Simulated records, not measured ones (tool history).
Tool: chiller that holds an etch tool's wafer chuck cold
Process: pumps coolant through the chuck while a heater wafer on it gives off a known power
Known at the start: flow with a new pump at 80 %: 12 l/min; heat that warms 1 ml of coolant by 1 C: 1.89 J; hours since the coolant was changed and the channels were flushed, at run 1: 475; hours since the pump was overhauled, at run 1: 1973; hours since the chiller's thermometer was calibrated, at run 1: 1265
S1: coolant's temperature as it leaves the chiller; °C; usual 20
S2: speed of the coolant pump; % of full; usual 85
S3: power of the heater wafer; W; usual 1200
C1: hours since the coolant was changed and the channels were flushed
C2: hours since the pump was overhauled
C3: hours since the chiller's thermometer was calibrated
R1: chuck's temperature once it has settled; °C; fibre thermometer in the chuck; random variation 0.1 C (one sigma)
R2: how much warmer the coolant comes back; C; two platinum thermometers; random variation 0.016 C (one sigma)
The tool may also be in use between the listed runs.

Run 1, hour 0.0: usual settings; C1 475; C2 1973; C3 1265. Result: R1 33.4 °C, R2 3.01 C.
Run 2, hour 65.9: usual settings; C1 541; C2 2039; C3 1331. Result: R1 33.4 °C, R2 3.01 C.
Run 3, hour 144.9: usual settings; C1 620; C2 2118; C3 1410. Result: R1 33.4 °C, R2 2.98 C.
Run 4, hour 240.4: usual settings but S3 1030 W; C1 715; C2 2214; C3 1506. Result: R1 31.5 °C, R2 2.53 C.
Run 5, hour 325.7: usual settings but S2 87 % of full; C1 800; C2 2299; C3 1591. Result: R1 33.3 °C, R2 2.89 C.
Run 6, hour 402.9: usual settings but S2 87 % of full; C1 878; C2 2376; C3 1668. Result: R1 33.3 °C, R2 2.93 C.
Run 7, hour 455.6: usual settings; C1 930; C2 2429; C3 1721. Result: R1 33.6 °C, R2 2.97 C.
Run 8, hour 542.2: usual settings; C1 1017; C2 2515; C3 1808. Result: R1 33.6 °C, R2 3.00 C.
Run 9, hour 590.1: usual settings; C1 1065; C2 2563; C3 1855. Result: R1 33.6 °C, R2 2.99 C.
Run 10, hour 659.7: usual settings; C1 1135; C2 2633; C3 1925. Result: R1 33.4 °C, R2 3.01 C.
Run 11, hour 753.7: usual settings but S2 70 % of full; C1 1229; C2 2727; C3 2019. Result: R1 34.8 °C, R2 3.65 C.
Run 12, hour 816.7: usual settings but S2 70 % of full; C1 1291; C2 2790; C3 2082. Result: R1 35.0 °C, R2 3.61 C.
Run 13, hour 887.0: usual settings but S1 11 °C, S2 70 % of full; C1 1362; C2 2860; C3 2152. Result: R1 25.9 °C, R2 3.65 C.
Run 14, hour 929.7: usual settings but S1 25 °C, S2 70 % of full; C1 1405; C2 2903; C3 2195. Result: R1 39.7 °C, R2 3.63 C.
Run 15, hour 1032.0: usual settings but S1 25 °C, S2 70 % of full; C1 1507; C2 3005; C3 2297. Result: R1 40.0 °C, R2 3.63 C.
Run 16, hour 1118.7: usual settings but S1 25 °C, S2 70 % of full; C1 1593; C2 3092; C3 2384. Result: R1 39.9 °C, R2 3.60 C.
Run 17, hour 1191.2: usual settings but S1 25 °C, S2 70 % of full; C1 1666; C2 3164; C3 2456. Result: R1 40.0 °C, R2 3.61 C.
Run 18, hour 1283.9: usual settings but S1 16 °C, S2 62 % of full, S3 676 W; C1 1759; C2 3257; C3 2549. Result: R1 25.0 °C, R2 2.28 C.
Run 19, hour 1357.3: usual settings but S3 1426 W; C1 1832; C2 3331; C3 2623. Result: R1 35.9 °C, R2 3.53 C.
Run 20, hour 1403.5: usual settings but S2 73 % of full, S3 1338 W; C1 1878; C2 3377; C3 2669. Result: R1 36.5 °C, R2 3.91 C.
Run 21, hour 1478.3: usual settings but S2 73 % of full, S3 857 W; C1 1953; C2 3452; C3 2744. Result: R1 30.4 °C, R2 2.47 C.
Run 22, hour 1553.1: usual settings but S2 73 % of full, S3 857 W; C1 2028; C2 3526; C3 2818. Result: R1 30.3 °C, R2 2.49 C.
Run 23, hour 1632.1: usual settings but S2 82 % of full, S3 1101 W; C1 2107; C2 3605; C3 2897. Result: R1 32.6 °C, R2 2.84 C.
Run 24, hour 1679.0: usual settings but S1 15 °C, S2 80 % of full, S3 1016 W; C1 2154; C2 3652; C3 2944. Result: R1 27.0 °C, R2 2.72 C.
Run 25, hour 1766.0: usual settings but S2 70 % of full, S3 724 W; C1 2241; C2 3739; C3 3031. Result: R1 28.8 °C, R2 2.17 C.
Run 26, hour 1839.1: usual settings but S2 83 % of full, S3 1629 W; C1 2314; C2 3812; C3 3104. Result: R1 38.3 °C, R2 4.12 C.
Run 27, hour 1938.5: usual settings but S2 83 % of full, S3 1629 W; C1 2413; C2 3912; C3 3204. Result: R1 38.3 °C, R2 4.16 C.
Run 28, hour 2029.6: usual settings but S1 23 °C, S2 73 % of full, S3 1557 W; C1 2504; C2 4003; C3 3295. Result: R1 41.8 °C, R2 4.49 C.
Run 29, hour 2111.6: usual settings but S1 22 °C, S2 95 % of full; C1 2586; C2 4085; C3 3377. Result: R1 34.6 °C, R2 2.68 C.
Run 30, hour 2174.0: usual settings but S1 22 °C, S2 95 % of full; C1 2649; C2 4147; C3 3439. Result: R1 34.7 °C, R2 2.64 C.
Run 31, hour 2239.4: usual settings but S1 29 °C, S2 92 % of full, S3 670 W; C1 2714; C2 4213; C3 3505. Result: R1 36.2 °C, R2 1.55 C.
Run 32, hour 2340.0: usual settings but S1 17 °C, S3 904 W; C1 2815; C2 4313; C3 3605. Result: R1 27.0 °C, R2 2.24 C.
At hour 2419.0: chiller's thermometer calibrated.
Run 33, hour 2432.0: usual settings but S1 17 °C, S3 904 W; C1 2906; C2 4404; C3 13. Result: R1 27.2 °C, R2 2.23 C.

How the hidden state differs across the entries between the runs, from the last listed run before each to the first after it:
Between runs 32 and 33: chiller's thermometer calibrated (hour 2419.0)
  no hidden state differs between the two runs
